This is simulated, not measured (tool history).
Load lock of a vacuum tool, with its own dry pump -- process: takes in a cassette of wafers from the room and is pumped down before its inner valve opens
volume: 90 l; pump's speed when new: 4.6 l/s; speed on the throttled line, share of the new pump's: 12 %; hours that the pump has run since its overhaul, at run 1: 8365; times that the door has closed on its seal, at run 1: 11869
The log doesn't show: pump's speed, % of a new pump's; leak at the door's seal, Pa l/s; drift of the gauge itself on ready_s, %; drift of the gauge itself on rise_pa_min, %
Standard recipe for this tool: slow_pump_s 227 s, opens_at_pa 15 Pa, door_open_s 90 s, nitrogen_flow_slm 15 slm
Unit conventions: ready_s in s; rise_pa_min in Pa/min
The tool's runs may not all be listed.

run	hour	slow_pump_s	opens_at_pa	door_open_s	nitrogen_flow_slm	hours that the pump has run since its overhaul	times that the door has closed on its seal	incoming humidity of the room's air, %	ready_s	rise_pa_min
1	0.0	227	15	90	15	8365	11869	46.0	372.8	0.045
2	439.7	227	15	90	15	8805	12645	40.6	371.6	0.041
3	995.6	227	15	90	15	9361	13627	47.5	377.2	0.041
4	1545.2	227	15	90	15	9910	14597	43.8	369.0	0.046
5	2007.5	227	15	90	6	10372	15413	43.6	371.2	0.054
6	2336.8	227	15	90	6	10702	15995	47.2	376.1	0.063
7	2602.1	227	15	222	15	10967	16463	47.0	373.9	0.073
8	3178.9	283	18	90	24	11544	17482	43.0	414.7	0.031
9	3469.6	283	28	90	16	11835	17995	46.0	413.0	0.038
10	4053.8	283	28	90	16	12419	19026	45.1	412.7	0.044
11	4523.6	227	18	58	15	12889	19856	44.3	370.9	0.029
# hour 4682.4: door's seal changed, seat wiped
12	4903.9	227	21	150	28	13267	391	42.9	364.5	0.040

What if the next run were any one of these 3? Each begins from the tool's condition after run 12:
A	5299.8	400	21	133	14	13663	1090	44.7	?	?
B	5299.8	187	28	153	28	13663	1090	45.3	?	?
C	5299.8	227	21	38	45	13663	1090	45.6	?	?

run	ready_s	rise_pa_min
A	521.2	0.054
B	326.0	0.042
C	367.6	0.015
Stripped of hidden state, with their random variation kept, the same runs would have yielded:
run	ready_s	rise_pa_min
A	521.2	0.054
B	325.9	0.042
C	367.5	0.015

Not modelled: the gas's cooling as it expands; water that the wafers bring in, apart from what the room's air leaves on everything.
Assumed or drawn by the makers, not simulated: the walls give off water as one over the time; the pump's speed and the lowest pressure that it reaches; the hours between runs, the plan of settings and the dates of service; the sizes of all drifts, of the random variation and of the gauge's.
